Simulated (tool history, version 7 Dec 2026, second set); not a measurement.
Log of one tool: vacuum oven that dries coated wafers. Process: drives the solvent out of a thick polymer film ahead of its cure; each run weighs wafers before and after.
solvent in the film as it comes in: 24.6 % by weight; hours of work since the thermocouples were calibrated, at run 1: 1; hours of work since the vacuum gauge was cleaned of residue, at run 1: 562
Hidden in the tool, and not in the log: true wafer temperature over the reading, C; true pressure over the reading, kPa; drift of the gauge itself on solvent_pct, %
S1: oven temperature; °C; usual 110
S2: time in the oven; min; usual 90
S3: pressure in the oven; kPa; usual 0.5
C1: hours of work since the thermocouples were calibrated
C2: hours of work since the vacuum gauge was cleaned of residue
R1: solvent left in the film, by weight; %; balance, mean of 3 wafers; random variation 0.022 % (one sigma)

run	hour	S1	S2	S3	C1	C2	R1
1	0	110	90	0.5	1	562	3.41
2	41	110	90	0.5	18	579	3.4
3	91.2	110	90	0.5	39	600	3.37
4	133.5	110	90	0.5	56	618	3.45
5	162.8	110	96	0.5	69	630	3.04
6	191.4	110	90	0.264	80	642	3.18
7	221.4	110	90	0.264	93	654	3.2
8	273.6	110	90	0.5	115	676	3.39
9	308.9	110	90	0.5	129	690	3.39
10	332.4	110	90	0.5	139	700	3.37
11	361.8	110	90	0.5	151	712	3.37
12	395.9	102	67	1.328	165	727	8.11
13	446.3	110	103	0.5	186	747	2.72
# hour 453.2: oven's thermocouples calibrated
14	480.7	102	153	0.5	11	761	2.49
15	503.3	110	156	0.6	21	770	1.38
16	553.5	110	156	0.6	42	791	1.34
# hour 559.1: oven's thermocouples calibrated, once more
17	591.8	110	156	0.6	14	806	1.42
18	625.7	98	126	1.888	28	820	6.08
19	658.8	110	109	0.659	41	834	2.67
20	680.7	112	50	1.781	50	843	7.49
21	712.4	98	50	1.395	64	856	11.54

4 ways to go on from here, each from the tool as it stands after run 21. What would each give?
A	744.5	108	90	0.5	77	869	?
B	744.5	98	85	0.524	77	869	?
C	744.5	119	71	1.395	77	869	?
D	744.5	121	120	0.314	77	869	?

run	R1
A	3.99
B	7.16
C	3.42
D	0.79
Without the tool's hidden state the same runs would have given:
run	R1
A	3.76
B	6.88
C	3.25
D	0.62
